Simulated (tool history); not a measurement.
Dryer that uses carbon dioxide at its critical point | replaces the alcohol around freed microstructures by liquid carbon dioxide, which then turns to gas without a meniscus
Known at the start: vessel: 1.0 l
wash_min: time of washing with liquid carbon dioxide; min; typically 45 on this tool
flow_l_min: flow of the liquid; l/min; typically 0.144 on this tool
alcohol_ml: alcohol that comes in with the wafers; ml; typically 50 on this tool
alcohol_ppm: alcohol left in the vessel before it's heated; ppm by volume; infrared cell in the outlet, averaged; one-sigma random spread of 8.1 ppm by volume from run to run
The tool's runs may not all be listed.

Run 1, hour 0: usual settings. Result: alcohol_ppm 646 ppm by volume.
Run 2, hour 22.8: usual settings. Result: alcohol_ppm 638 ppm by volume.
Run 3, hour 35.9: usual settings. Result: alcohol_ppm 640 ppm by volume.
Run 4, hour 58.8: usual settings. Result: alcohol_ppm 655 ppm by volume.
Run 5, hour 70.3: usual settings. Result: alcohol_ppm 660 ppm by volume.
Run 6, hour 87.2: usual settings but wash_min 42 min, flow_l_min 0.131 l/min, alcohol_ml 114 ml. Result: alcohol_ppm 2924 ppm by volume.
Run 7, hour 105.2: usual settings but wash_min 42 min, flow_l_min 0.131 l/min, alcohol_ml 114 ml. Result: alcohol_ppm 3008 ppm by volume.
Run 8, hour 116.3: usual settings but wash_min 27 min, flow_l_min 0.166 l/min, alcohol_ml 114 ml. Result: alcohol_ppm 5403 ppm by volume.
Run 9, hour 134.2: usual settings but flow_l_min 0.19 l/min, alcohol_ml 49 ml. Result: alcohol_ppm 172 ppm by volume.
Run 10, hour 151.9: usual settings but wash_min 53 min, flow_l_min 0.107 l/min, alcohol_ml 114 ml. Result: alcohol_ppm 2859 ppm by volume.

Here are 5 independent what-if runs from the current tool condition. What would each one return?
Run A, hour 169.4: usual settings but wash_min 58 min, flow_l_min 0.093 l/min. Result: alcohol_ppm ?.
Run B, hour 169.4: usual settings but wash_min 44 min, flow_l_min 0.149 l/min, alcohol_ml 20 ml. Result: alcohol_ppm ?.
Run C, hour 169.4: usual settings but alcohol_ml 30 ml. Result: alcohol_ppm ?.
Run D, hour 169.4: usual settings but wash_min 44 min, alcohol_ml 55 ml. Result: alcohol_ppm ?.
Run E, hour 169.4: usual settings but flow_l_min 0.09 l/min. Result: alcohol_ppm ?.

run  alcohol_ppm
  A         1554
  B          284
  C          443
  D          818
  E         3678
Without the tool's unlogged condition, the same runs would have read:
run  alcohol_ppm
  A         1069
  B          162
  C          267
  D          513
  E         2798
